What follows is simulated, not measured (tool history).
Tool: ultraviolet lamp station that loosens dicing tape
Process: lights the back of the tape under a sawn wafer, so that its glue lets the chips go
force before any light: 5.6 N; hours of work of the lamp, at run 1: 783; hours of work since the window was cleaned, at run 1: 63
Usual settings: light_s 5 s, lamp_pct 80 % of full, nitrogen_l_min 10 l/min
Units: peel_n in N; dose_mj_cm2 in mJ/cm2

| run | hour | light_s | lamp_pct | nitrogen_l_min | hours of work of the lamp | hours of work since the window was cleaned | peel_n | dose_mj_cm2 |
|---|---|---|---|---|---|---|---|---|
| 1 | 0.0 | 5 | 80 | 10 | 783 | 63 | 0.793 | 150 |
| 2 | 36.1 | 5 | 80 | 10 | 803 | 83 | 0.796 | 149 |
| 3 | 64.2 | 5 | 80 | 10 | 818 | 98 | 0.829 | 149 |
| 4 | 86.6 | 5 | 80 | 10 | 830 | 110 | 0.861 | 147 |
| 5 | 101.9 | 5 | 71 | 10 | 838 | 119 | 1.026 | 126 |
| 6 | 123.4 | 5 | 71 | 10 | 850 | 130 | 1.073 | 123 |
| 7 | 138.4 | 5 | 71 | 10 | 858 | 138 | 1.059 | 123 |
| 8 | 173.5 | 5 | 80 | 10 | 877 | 157 | 0.951 | 135 |
| 9 | 199.9 | 5 | 80 | 10 | 891 | 172 | 0.963 | 135 |
| 10 | 233.8 | 5 | 80 | 10 | 910 | 190 | 0.983 | 133 |
| 11 | 254.9 | 5 | 80 | 10 | 921 | 202 | 1.048 | 127 |
| 12 | 283.8 | 5 | 75 | 10 | 937 | 217 | 1.141 | 121 |
| 13 | 319.8 | 5 | 75 | 10 | 956 | 237 | 1.169 | 112 |
| 14 | 335.1 | 5 | 80 | 4 | 965 | 245 | 1.489 | 124 |
| 15 | 364.4 | 5 | 65 | 4 | 980 | 261 | 1.958 | 98 |
| 16 | 382.7 | 2 | 80 | 10 | 990 | 271 | 2.867 | 51 |
|  | 400.6 | window cleaned of glue's vapour |
|  | 408.6 | lamp changed |
| 17 | 410.5 | 2 | 80 | 10 | 1 | 5 | 2.141 | 69 |
| 18 | 426.9 | 5 | 80 | 3 | 10 | 14 | 1.047 | 178 |
| 19 | 445.1 | 5 | 80 | 3 | 20 | 24 | 1.098 | 175 |
| 20 | 463.2 | 6 | 80 | 10 | 30 | 33 | 0.441 | 205 |
| 21 | 485.0 | 5 | 80 | 10 | 41 | 45 | 0.652 | 171 |
| 22 | 499.8 | 5 | 99 | 10 | 49 | 53 | 0.450 | 214 |
|  | 510.7 | window cleaned of glue's vapour, once more |
| 23 | 519.3 | 9 | 99 | 10 | 60 | 5 | 0.199 | 495 |
| 24 | 547.6 | 10 | 80 | 7 | 75 | 20 | 0.215 | 437 |
| 25 | 578.5 | 10 | 80 | 7 | 92 | 37 | 0.217 | 435 |
| 26 | 603.2 | 10 | 80 | 7 | 105 | 50 | 0.205 | 426 |
| 27 | 633.7 | 10 | 80 | 7 | 122 | 67 | 0.220 | 422 |
| 28 | 656.9 | 10 | 80 | 7 | 134 | 79 | 0.221 | 413 |
| 29 | 679.4 | 5 | 84 | 9 | 146 | 91 | 0.463 | 217 |
| 30 | 711.1 | 3 | 65 | 14 | 164 | 109 | 1.465 | 96 |
| 31 | 734.1 | 3 | 65 | 14 | 176 | 121 | 1.375 | 95 |
| 32 | 763.5 | 3 | 77 | 4 | 192 | 137 | 1.732 | 111 |
| 33 | 786.9 | 5 | 89 | 10 | 205 | 150 | 0.452 | 214 |
| 34 | 818.8 | 6 | 89 | 4 | 222 | 167 | 0.479 | 252 |
| 35 | 849.9 | 6 | 89 | 4 | 239 | 184 | 0.533 | 249 |
| 36 | 883.2 | 4 | 91 | 13 | 257 | 202 | 0.622 | 165 |
| 37 | 898.0 | 4 | 91 | 13 | 265 | 210 | 0.670 | 167 |
| 38 | 913.6 | 4 | 91 | 13 | 273 | 218 | 0.633 | 164 |
| 39 | 939.3 | 4 | 91 | 13 | 287 | 232 | 0.670 | 162 |
| 40 | 968.0 | 8 | 91 | 13 | 303 | 248 | 0.242 | 318 |
| 41 | 996.2 | 8 | 82 | 13 | 318 | 263 | 0.259 | 279 |
| 42 | 1024.0 | 8 | 82 | 13 | 333 | 278 | 0.293 | 274 |

4 ways to go on from here, each from the tool as it stands after run 42. What would each give?
|  | 1027.8 | window cleaned of glue's vapour |
| A | 1054.9 | 9 | 95 | 3 | 350 | 15 | ? | ? |
|  | 1027.8 | window cleaned of glue's vapour |
| B | 1054.9 | 2 | 62 | 4 | 350 | 15 | ? | ? |
|  | 1027.8 | window cleaned of glue's vapour |
| C | 1054.9 | 2 | 88 | 13 | 350 | 15 | ? | ? |
|  | 1027.8 | window cleaned of glue's vapour |
| D | 1054.9 | 10 | 93 | 4 | 350 | 15 | ? | ? |

| run | peel_n | dose_mj_cm2 |
|---|---|---|
| A | 0.265 | 421 |
| B | 2.927 | 61 |
| C | 1.673 | 91 |
| D | 0.229 | 461 |
Without the tool's hidden state the same runs would have given:
| run | peel_n | dose_mj_cm2 |
|---|---|---|
| A | 0.229 | 492 |
| B | 2.623 | 71 |
| C | 1.376 | 106 |
| D | 0.211 | 540 |
